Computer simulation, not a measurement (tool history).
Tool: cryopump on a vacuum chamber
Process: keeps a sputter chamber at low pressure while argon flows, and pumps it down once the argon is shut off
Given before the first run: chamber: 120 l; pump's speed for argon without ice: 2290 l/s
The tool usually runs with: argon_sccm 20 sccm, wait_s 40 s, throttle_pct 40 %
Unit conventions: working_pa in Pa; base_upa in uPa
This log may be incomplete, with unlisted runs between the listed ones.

run	hour	argon_sccm	wait_s	throttle_pct	working_pa	base_upa
1	0.0	20	40	40	0.0380	1.58
2	20.9	20	40	40	0.0391	1.60
3	35.8	20	40	40	0.0373	1.59
4	64.8	20	40	40	0.0390	1.63
5	90.7	20	40	40	0.0378	1.63
6	118.7	20	40	40	0.0385	1.63
7	148.9	20	40	40	0.0399	1.62
8	173.1	20	40	40	0.0388	1.69
9	197.7	20	40	40	0.0397	1.65
10	213.9	20	40	40	0.0391	1.65
11	243.4	20	40	40	0.0389	1.70
12	267.0	20	40	40	0.0392	1.67
13	298.9	20	40	40	0.0382	1.69
14	312.8	20	40	40	0.0382	1.75
15	326.6	12	40	40	0.0232	1.74
16	352.3	12	40	40	0.0237	1.68
17	376.8	12	40	40	0.0237	1.74
18	401.8	17	181	33	0.0407	0.79
19	420.5	17	181	33	0.0400	0.78
20	444.7	24	68	40	0.0478	1.24
21	463.2	20	40	16	0.0934	1.70
22	479.0	26	74	16	0.1229	1.17
23	500.9	26	74	16	0.1223	1.24
24	518.7	9	270	46	0.0163	0.75
25	547.9	29	205	40	0.0574	0.77
26	578.5	14	35	40	0.0270	1.96
27	592.7	14	35	40	0.0281	1.96
28	626.0	14	35	40	0.0268	1.97
29	659.1	9	40	40	0.0178	1.78
30	689.2	9	40	40	0.0168	1.71
31	722.6	25	60	57	0.0324	1.30
32	749.7	14	196	31	0.0340	0.79
33	771.2	14	196	31	0.0347	0.80

Withheld: 1 entry from between the runs. Position of each, and hidden state at the listed run before versus the listed run after:
After run 28, before run 29: pump warmed up, emptied and cooled again (hour 639.0)
  pump's speed, % of a pump's without ice: 85.3 -> 99.5; cold plate's temperature, K: 12.45 -> 12.46; leak into the chamber, uPa l/s: 1155 -> 1168
  measured less the result without the state, working_pa: +0.0018 -> +0.0000 Pa; base_upa: +0.46 -> +0.39 uPa
